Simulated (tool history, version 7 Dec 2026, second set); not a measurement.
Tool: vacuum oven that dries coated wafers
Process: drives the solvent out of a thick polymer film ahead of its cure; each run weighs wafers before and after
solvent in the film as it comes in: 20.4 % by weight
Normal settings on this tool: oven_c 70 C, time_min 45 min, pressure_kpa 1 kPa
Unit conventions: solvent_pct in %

run,day,oven_c,time_min,pressure_kpa,solvent_pct
1,0,70,45,1,2.09
2,0.617,70,46,1,1.99
3,1.012,70,46,1,2
4,1.692,70,46,1,2
5,2.088,70,46,1,1.99
6,2.425,70,46,1,2
7,3.112,70,45,1,2.1
8,3.633,62,45,1,5.12
9,4.121,70,45,2.23,2.62
10,4.412,72,45,1,1.55
11,4.8,72,45,1,1.57
12,5.417,65,45,1,3.85
13,5.883,65,45,1,3.8
14,6.304,82,45,1,0.35
15,6.808,70,45,3.36,3.07
16,7.275,70,45,3.36,3.04
17,7.721,70,45,3.36,3.03
18,8.179,70,45,3.36,3.1
19,8.879,70,45,3.36,3.07
20,9.25,70,45,3.36,3.05
21,9.579,70,45,3.06,2.95
22,10.238,56,39,0.5,8.44
23,10.808,80,38,1,0.63
24,11.483,80,38,1.57,0.79
25,11.783,62,32,0.71,7
26,12.204,70,25,3.24,5.73
27,12.833,70,25,3.24,5.74
28,13.346,70,29,1,4.13
29,13.688,70,29,1,4.16
30,14.371,61,62,1,3.77
31,14.746,64,45,2.16,4.76
32,15.067,68,23,1.99,6.62
33,15.367,70,59,1,1.27
34,15.904,65,59,1,2.53
35,16.475,80,35,0.52,0.64
36,16.854,70,78,0.71,0.63
37,17.246,74,70,0.87,0.49
38,17.871,74,70,0.87,0.49
39,18.154,56,58,1.46,6.69
40,18.817,70,61,1,1.18

Below are 3 alternative next runs, each starting from the tool's condition after run 40. Predict each:
A,19.117,68,45,1,?
B,19.117,59,45,1.67,?
C,19.117,66,61,3.05,?

run,solvent_pct
A,2.72
B,6.79
C,3.13
With the hidden condition removed and each run's random variation left untouched, the same runs would have given:
run,solvent_pct
A,2.71
B,6.77
C,3.12

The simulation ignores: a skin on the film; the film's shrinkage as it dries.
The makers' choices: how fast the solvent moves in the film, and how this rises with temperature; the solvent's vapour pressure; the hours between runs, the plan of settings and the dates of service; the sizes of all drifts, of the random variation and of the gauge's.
